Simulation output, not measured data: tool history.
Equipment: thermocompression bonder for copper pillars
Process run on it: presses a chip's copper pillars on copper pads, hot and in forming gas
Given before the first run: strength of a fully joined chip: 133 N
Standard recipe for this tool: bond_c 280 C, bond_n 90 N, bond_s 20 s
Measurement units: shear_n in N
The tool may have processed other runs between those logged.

run 1 hour=0.0 | bond_c=280 bond_n=90 bond_s=20 | shear_n=70.7
run 2 hour=26.9 | bond_c=280 bond_n=90 bond_s=20 | shear_n=72.0
run 3 hour=69.6 | bond_c=280 bond_n=64 bond_s=20 | shear_n=59.0
run 4 hour=99.9 | bond_c=280 bond_n=64 bond_s=20 | shear_n=59.1
run 5 hour=130.8 | bond_c=280 bond_n=90 bond_s=20 | shear_n=71.2
run 6 hour=150.3 | bond_c=280 bond_n=90 bond_s=20 | shear_n=71.8
run 7 hour=172.5 | bond_c=280 bond_n=90 bond_s=20 | shear_n=72.5
run 8 hour=203.6 | bond_c=280 bond_n=90 bond_s=20 | shear_n=71.9
run 9 hour=231.1 | bond_c=251 bond_n=90 bond_s=20 | shear_n=46.8
run 10 hour=269.1 | bond_c=268 bond_n=90 bond_s=20 | shear_n=60.6
run 11 hour=303.5 | bond_c=268 bond_n=90 bond_s=20 | shear_n=60.7
run 12 hour=350.5 | bond_c=268 bond_n=90 bond_s=15 | shear_n=55.1
run 13 hour=395.5 | bond_c=280 bond_n=90 bond_s=20 | shear_n=72.9
run 14 hour=425.2 | bond_c=280 bond_n=90 bond_s=20 | shear_n=71.4
run 15 hour=465.2 | bond_c=280 bond_n=90 bond_s=20 | shear_n=71.7
run 16 hour=493.3 | bond_c=288 bond_n=90 bond_s=20 | shear_n=78.4
run 17 hour=535.1 | bond_c=276 bond_n=56 bond_s=38 | shear_n=66.1
run 18 hour=561.8 | bond_c=308 bond_n=113 bond_s=38 | shear_n=116.7
run 19 hour=607.5 | bond_c=264 bond_n=90 bond_s=20 | shear_n=57.1
run 20 hour=634.9 | bond_c=304 bond_n=90 bond_s=20 | shear_n=92.8
run 21 hour=669.4 | bond_c=304 bond_n=90 bond_s=20 | shear_n=92.9
run 22 hour=700.3 | bond_c=280 bond_n=90 bond_s=33 | shear_n=83.7
run 23 hour=739.0 | bond_c=280 bond_n=90 bond_s=33 | shear_n=83.6
run 24 hour=776.9 | bond_c=306 bond_n=90 bond_s=21 | shear_n=96.6
run 25 hour=814.2 | bond_c=273 bond_n=86 bond_s=12 | shear_n=52.5
run 26 hour=859.7 | bond_c=276 bond_n=129 bond_s=15 | shear_n=74.8
run 27 hour=898.7 | bond_c=252 bond_n=126 bond_s=20 | shear_n=58.7
run 28 hour=935.5 | bond_c=290 bond_n=126 bond_s=22 | shear_n=97.2
run 29 hour=957.6 | bond_c=290 bond_n=126 bond_s=22 | shear_n=96.1
run 30 hour=983.5 | bond_c=290 bond_n=126 bond_s=22 | shear_n=95.7

The log once held 6 entries between its listed runs, left out of this copy. Where does each go, and what is different about the tool's unlogged condition between the listed run before it and the listed run after it?
Run 6 -> run 7: forming gas filter changed (hour 171.4)
  oxide that the forming gas leaves, % of the face: 0.56 -> 0.5
Run 11 -> run 12: forming gas filter changed (hour 345.5)
  oxide that the forming gas leaves, % of the face: 0.55 -> 0.5
Run 16 -> run 17: forming gas filter changed (hour 522.7)
  oxide that the forming gas leaves, % of the face: 0.56 -> 0.5
Run 21 -> run 22: forming gas filter changed (hour 696.5)
  oxide that the forming gas leaves, % of the face: 0.55 -> 0.5
Run 24 -> run 25: heater calibrated with a thermocouple chip (hour 798.0)
  true temperature of the bond over the reading, C: -0.2 -> 0; oxide that the forming gas leaves, % of the face: 0.53 -> 0.54
Run 26 -> run 27: forming gas filter changed (hour 872.6)
  oxide that the forming gas leaves, % of the face: 0.56 -> 0.51

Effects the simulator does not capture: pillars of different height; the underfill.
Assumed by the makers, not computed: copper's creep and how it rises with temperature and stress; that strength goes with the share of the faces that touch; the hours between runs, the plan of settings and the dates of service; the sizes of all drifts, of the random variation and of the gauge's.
